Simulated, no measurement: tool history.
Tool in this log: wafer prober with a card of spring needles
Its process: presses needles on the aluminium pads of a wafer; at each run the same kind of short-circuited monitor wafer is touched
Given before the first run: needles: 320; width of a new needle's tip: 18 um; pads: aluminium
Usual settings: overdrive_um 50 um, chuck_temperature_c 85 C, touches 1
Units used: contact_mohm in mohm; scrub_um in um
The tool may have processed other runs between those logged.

| run | hour | overdrive_um | chuck_temperature_c | touches | contact_mohm | scrub_um |
|---|---|---|---|---|---|---|
| 1 | 0.0 | 50 | 85 | 1 | 218 | 10.51 |
| 2 | 25.7 | 50 | 85 | 1 | 220 | 10.67 |
| 3 | 56.0 | 50 | 43 | 1 | 206 | 10.66 |
| 4 | 84.0 | 50 | 85 | 1 | 217 | 10.64 |
| 5 | 126.9 | 50 | 85 | 1 | 219 | 10.36 |
| 6 | 160.3 | 50 | 98 | 1 | 219 | 10.63 |
| 7 | 178.2 | 50 | 50 | 1 | 213 | 10.50 |
| 8 | 208.1 | 50 | 50 | 1 | 212 | 10.46 |
| 9 | 249.0 | 50 | 50 | 1 | 210 | 10.37 |
| 10 | 278.6 | 50 | 85 | 1 | 220 | 10.26 |
| 11 | 306.1 | 50 | 85 | 1 | 216 | 10.44 |
| 12 | 340.5 | 50 | 85 | 1 | 219 | 10.40 |
| 13 | 367.8 | 50 | 85 | 1 | 221 | 10.43 |
| 14 | 386.6 | 33 | 45 | 3 | 221 | 6.76 |
| 15 | 430.0 | 37 | 85 | 2 | 230 | 7.72 |
| 16 | 467.5 | 59 | 30 | 2 | 202 | 12.52 |
| 17 | 497.0 | 59 | 65 | 2 | 213 | 12.34 |
| 18 | 530.3 | 32 | 123 | 2 | 244 | 6.78 |
| 19 | 553.4 | 47 | 50 | 2 | 210 | 9.72 |
| 20 | 584.6 | 50 | 85 | 2 | 218 | 10.45 |
| 21 | 627.9 | 50 | 85 | 2 | 214 | 10.49 |
| 22 | 663.4 | 50 | 32 | 2 | 203 | 10.55 |
| 23 | 698.6 | 37 | 25 | 2 | 212 | 7.69 |
| 24 | 728.6 | 47 | 87 | 1 | 217 | 9.77 |
| 25 | 757.5 | 47 | 87 | 1 | 222 | 9.84 |
| 26 | 781.6 | 62 | 27 | 2 | 205 | 13.22 |

Put back what was entered between runs (80 entries, withheld): which listed runs does each sit between, and how does the hidden state differ from the listed run before to the listed run after?
Between runs 1 and 2: tips cleaned on abrasive film (hour 6.3); tips cleaned on abrasive film (hour 14.9); tips cleaned on abrasive film (hour 25.7)
  debris on the tips, nm: 0.1 -> 0; way that the needles fall short of the set height, um: 0 -> 0.01
Between runs 2 and 3: tips cleaned on abrasive film (hour 36.2); tips cleaned on abrasive film (hour 46.8); tips cleaned on abrasive film (hour 56.0)
  both runs share identical hidden conditions
Between runs 3 and 4: tips cleaned on abrasive film (hour 66.5); tips cleaned on abrasive film (hour 75.2); tips cleaned on abrasive film (hour 83.8)
  both runs share identical hidden conditions
Between runs 4 and 5: tips cleaned on abrasive film (hour 92.6); tips cleaned on abrasive film (hour 103.2); tips cleaned on abrasive film (hour 113.9); tips cleaned on abrasive film (hour 124.3)
  debris on the tips, nm: 0 -> 0.1
Between runs 5 and 6: tips cleaned on abrasive film (hour 133.4); tips cleaned on abrasive film (hour 142.1); tips cleaned on abrasive film (hour 150.7); tips cleaned on abrasive film (hour 160.3)
  debris on the tips, nm: 0.1 -> 0
Between runs 6 and 7: tips cleaned on abrasive film (hour 170.8)
  debris on the tips, nm: 0 -> 0.1
Between runs 7 and 8: tips cleaned on abrasive film (hour 180.4); tips cleaned on abrasive film (hour 191.2); tips cleaned on abrasive film (hour 201.8)
  both runs share identical hidden conditions
Between runs 8 and 9: tips cleaned on abrasive film (hour 212.5); tips cleaned on abrasive film (hour 223.2); tips cleaned on abrasive film (hour 231.8); tips cleaned on abrasive film (hour 242.6)
  both runs share identical hidden conditions
Between runs 9 and 10: tips cleaned on abrasive film (hour 253.4); tips cleaned on abrasive film (hour 262.0); tips cleaned on abrasive film (hour 270.6)
  way that the needles fall short of the set height, um: 0.01 -> 0.02
Between runs 10 and 11: tips cleaned on abrasive film (hour 280.8); tips cleaned on abrasive film (hour 291.5); tips cleaned on abrasive film (hour 301.8)
  both runs share identical hidden conditions
Between runs 11 and 12: tips cleaned on abrasive film (hour 312.4); tips cleaned on abrasive film (hour 321.0); tips cleaned on abrasive film (hour 329.6); tips cleaned on abrasive film (hour 340.4)
  debris on the tips, nm: 0.1 -> 0
Between runs 12 and 13: tips cleaned on abrasive film (hour 349.2); tips cleaned on abrasive film (hour 359.8); height of the first contact set anew (hour 362.3)
  debris on the tips, nm: 0 -> 0.1; way that the needles fall short of the set height, um: 0.02 -> 0
Between runs 13 and 14: tips cleaned on abrasive film (hour 369.9); tips cleaned on abrasive film (hour 380.7)
  both runs share identical hidden conditions
Between runs 14 and 15: tips cleaned on abrasive film (hour 391.0); tips cleaned on abrasive film (hour 401.1); tips cleaned on abrasive film (hour 409.8); tips cleaned on abrasive film (hour 420.3); tips cleaned on abrasive film (hour 428.9)
  debris on the tips, nm: 0.1 -> 0
Between runs 15 and 16: tips cleaned on abrasive film (hour 438.6); tips cleaned on abrasive film (hour 447.3); tips cleaned on abrasive film (hour 457.8); tips cleaned on abrasive film (hour 467.5)
  tips' diameter, um: 18.01 -> 18.02
Between runs 16 and 17: tips cleaned on abrasive film (hour 476.1); tips cleaned on abrasive film (hour 484.8); tips cleaned on abrasive film (hour 493.4)
  debris on the tips, nm: 0 -> 0.1; way that the needles fall short of the set height, um: 0 -> 0.01
Between runs 17 and 18: tips cleaned on abrasive film (hour 503.5); tips cleaned on abrasive film (hour 514.3); tips cleaned on abrasive film (hour 524.6)
  both runs share identical hidden conditions
Between runs 18 and 19: tips cleaned on abrasive film (hour 534.7); tips cleaned on abrasive film (hour 545.4)
  both runs share identical hidden conditions
Between runs 19 and 20: tips cleaned on abrasive film (hour 555.7); tips cleaned on abrasive film (hour 566.1); tips cleaned on abrasive film (hour 574.8); tips cleaned on abrasive film (hour 584.6)
  debris on the tips, nm: 0.1 -> 0
Between runs 20 and 21: tips cleaned on abrasive film (hour 595.4); tips cleaned on abrasive film (hour 606.1); tips cleaned on abrasive film (hour 616.9); tips cleaned on abrasive film (hour 627.7)
  both runs share identical hidden conditions
Between runs 21 and 22: tips cleaned on abrasive film (hour 636.5); tips cleaned on abrasive film (hour 645.2); tips cleaned on abrasive film (hour 655.9)
  debris on the tips, nm: 0 -> 0.1
Between runs 22 and 23: tips cleaned on abrasive film (hour 665.6); tips cleaned on abrasive film (hour 674.3); tips cleaned on abrasive film (hour 685.1); tips cleaned on abrasive film (hour 695.7)
  way that the needles fall short of the set height, um: 0.01 -> 0.02
Between runs 23 and 24: tips cleaned on abrasive film (hour 705.1); tips cleaned on abrasive film (hour 715.6); tips cleaned on abrasive film (hour 726.2)
  both runs share identical hidden conditions
Between runs 24 and 25: tips cleaned on abrasive film (hour 735.1); tips cleaned on abrasive film (hour 743.7); tips cleaned on abrasive film (hour 754.5)
  both runs share identical hidden conditions
Between runs 25 and 26: tips cleaned on abrasive film (hour 763.9); tips cleaned on abrasive film (hour 774.7)
  both runs share identical hidden conditions

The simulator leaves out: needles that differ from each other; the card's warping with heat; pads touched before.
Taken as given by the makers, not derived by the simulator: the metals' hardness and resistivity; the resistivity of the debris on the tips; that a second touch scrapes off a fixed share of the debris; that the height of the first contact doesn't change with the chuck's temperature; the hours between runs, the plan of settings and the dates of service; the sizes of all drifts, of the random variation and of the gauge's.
